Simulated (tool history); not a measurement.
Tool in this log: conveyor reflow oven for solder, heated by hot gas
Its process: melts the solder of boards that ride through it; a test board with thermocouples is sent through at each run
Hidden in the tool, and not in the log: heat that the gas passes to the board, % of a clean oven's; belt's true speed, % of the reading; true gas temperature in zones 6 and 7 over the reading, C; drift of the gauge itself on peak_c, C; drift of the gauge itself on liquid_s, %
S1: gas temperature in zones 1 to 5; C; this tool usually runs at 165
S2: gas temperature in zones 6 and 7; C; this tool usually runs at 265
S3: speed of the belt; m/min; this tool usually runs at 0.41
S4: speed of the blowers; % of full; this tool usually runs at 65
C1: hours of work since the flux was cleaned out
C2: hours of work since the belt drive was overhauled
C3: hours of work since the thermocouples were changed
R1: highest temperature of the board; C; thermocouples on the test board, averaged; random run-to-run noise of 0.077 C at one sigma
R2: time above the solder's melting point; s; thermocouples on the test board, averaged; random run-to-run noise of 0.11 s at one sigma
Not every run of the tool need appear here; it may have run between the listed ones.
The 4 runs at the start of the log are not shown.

Run 5, hour 90: usual settings; C1 61; C2 494; C3 226. Result: R1 253.03 C, R2 65.5 s.
Run 6, hour 105.3: usual settings; C1 69; C2 503; C3 234. Result: R1 252.98 C, R2 65.5 s.
Run 7, hour 131.8: usual settings but S2 274 C; C1 83; C2 517; C3 248. Result: R1 261.25 C, R2 71.4 s.
Run 8, hour 146.3: usual settings; C1 91; C2 525; C3 256. Result: R1 252.9 C, R2 65.3 s.
Run 9, hour 170.5: usual settings; C1 104; C2 538; C3 269. Result: R1 252.93 C, R2 65.5 s.
Run 10, hour 197.1: usual settings; C1 118; C2 552; C3 283. Result: R1 252.88 C, R2 65.2 s.
Run 11, hour 218.4: usual settings; C1 130; C2 563; C3 295. Result: R1 252.81 C, R2 65.3 s.
Run 12, hour 230: usual settings; C1 136; C2 570; C3 301. Result: R1 252.92 C, R2 65.3 s.
Run 13, hour 251.1: usual settings; C1 147; C2 581; C3 312. Result: R1 252.88 C, R2 65.2 s.
Run 14, hour 273.8: usual settings but S3 0.443 m/min; C1 159; C2 593; C3 324. Result: R1 250.38 C, R2 57.7 s.
Run 15, hour 293.9: usual settings but S3 0.443 m/min; C1 170; C2 604; C3 335. Result: R1 250.3 C, R2 57.8 s.
Run 16, hour 305: usual settings but S3 0.443 m/min; C1 176; C2 610; C3 341. Result: R1 250.3 C, R2 57.6 s.
Run 17, hour 325.2: usual settings but S1 150 C, S3 0.34 m/min, S4 57 % of full; C1 187; C2 621; C3 352. Result: R1 253.97 C, R2 76 s.
Run 18, hour 344.3: usual settings but S1 153 C, S2 279 C; C1 197; C2 631; C3 362. Result: R1 264.11 C, R2 69.3 s.
Run 19, hour 359.7: usual settings but S1 153 C, S2 279 C; C1 205; C2 639; C3 370. Result: R1 264.19 C, R2 69.4 s.
Run 20, hour 383.4: usual settings but S1 153 C, S2 279 C; C1 218; C2 652; C3 383. Result: R1 263.95 C, R2 69.6 s.
Run 21, hour 396.7: usual settings but S3 0.372 m/min, S4 84 % of full; C1 225; C2 659; C3 390. Result: R1 258.52 C, R2 79.1 s.
Run 22, hour 410.9: usual settings but S3 0.372 m/min, S4 84 % of full; C1 233; C2 667; C3 398. Result: R1 258.47 C, R2 79.1 s.
At hour 434.8: flux residue cleaned out of gas plates and filters.
Run 23, hour 440.7: usual settings but S2 271 C, S3 0.351 m/min, S4 60 % of full; C1 3; C2 680; C3 411. Result: R1 262.37 C, R2 86 s.

Predict the results of run 24:
Run 24, hour 466.1: usual settings but S2 271 C, S3 0.351 m/min, S4 60 % of full; C1 17; C2 694; C3 425. Result: R1 ?, R2 ?.

Run 24 came out at R1 262.31 C, R2 85.7 s.
With no hidden state in the tool, this same run would have given R1 260.79 C, R2 82.7 s.

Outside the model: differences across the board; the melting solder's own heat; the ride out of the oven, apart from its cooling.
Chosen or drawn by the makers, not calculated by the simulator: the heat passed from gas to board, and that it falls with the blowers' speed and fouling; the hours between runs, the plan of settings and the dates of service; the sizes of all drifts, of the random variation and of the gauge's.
